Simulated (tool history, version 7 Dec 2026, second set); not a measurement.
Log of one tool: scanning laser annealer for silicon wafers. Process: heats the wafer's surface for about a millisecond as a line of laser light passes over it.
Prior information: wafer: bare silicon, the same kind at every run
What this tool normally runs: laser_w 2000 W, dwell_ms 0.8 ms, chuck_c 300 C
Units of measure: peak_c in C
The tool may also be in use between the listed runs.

run    hour  laser_w  dwell_ms  chuck_c  peak_c
  1       0     2000       0.8      300    1055
  2    50.4     2000       0.8      300    1049
  3    98.8     2000     0.644      300     972
  4     149     2000     0.644      300     967
  5     247     2000     0.714      300     994
  6   343.6     2000     0.714      300     990
  7   405.3     2000     0.714      300     982
  8   450.5     2000     0.643      300     946
  9   540.1     2000     0.643      300     939
 10   583.2     2000     0.643      300     938
      604.7  -- window over the wafer cleaned
 11   662.9     2000     0.643      300     978
 12   725.9     2000     0.643      300     972
 13   768.3     2000     0.643      300     967
 14   812.8     1779     0.703      300     906
 15     874     1715     0.703      317     894
 16   966.6     1954     0.871      280    1028
 17  1066.8     1954     0.871      308    1047
     1079.9  -- optics aligned, line set to its width
 18  1161.5     1994     0.856      273    1012
 19    1251     1994     0.856      273    1006
     1333.8  -- window over the wafer cleaned
 20  1334.5     1994     0.856      273    1051
 21    1410     1994     0.856      273    1044
 22  1507.2     1994     0.856      273    1041
 23  1554.7     1994     0.856      273    1037
     1605.9  -- optics aligned, line set to its width, once more
 24  1641.9     1962     0.668      273     940
 25  1684.6     1962     0.668      273     935

How would selected steps in peak_c from run to run divide? Give the signed amount a tool lacking its hidden state would still show from settings, what came in and random variation, and the signed amount left for the hidden state, including any gauge scatter that is not in both of the compared results.
Hidden state at play: light that passes the window, % of a clean one's; laser's true power over the reading, %; width of the line over the set one, %; drift of the gauge itself on peak_c, C.
Run 10 -> 11: window over the wafer cleaned. peak_c +40 C: hidden state +39, all else +1.
Run 15 -> 16: laser_w 1715 -> 1954, dwell_ms 0.703 -> 0.871, chuck_c 317 -> 280. peak_c +134 C: hidden state -10, all else +144.
Run 19 -> 20: window over the wafer cleaned. peak_c +45 C: hidden state +44, all else +1.
Run 23 -> 24: laser_w 1994 -> 1962, dwell_ms 0.856 -> 0.668, optics aligned, line set to its width, once more. peak_c -97 C: hidden state +9, all else -106.
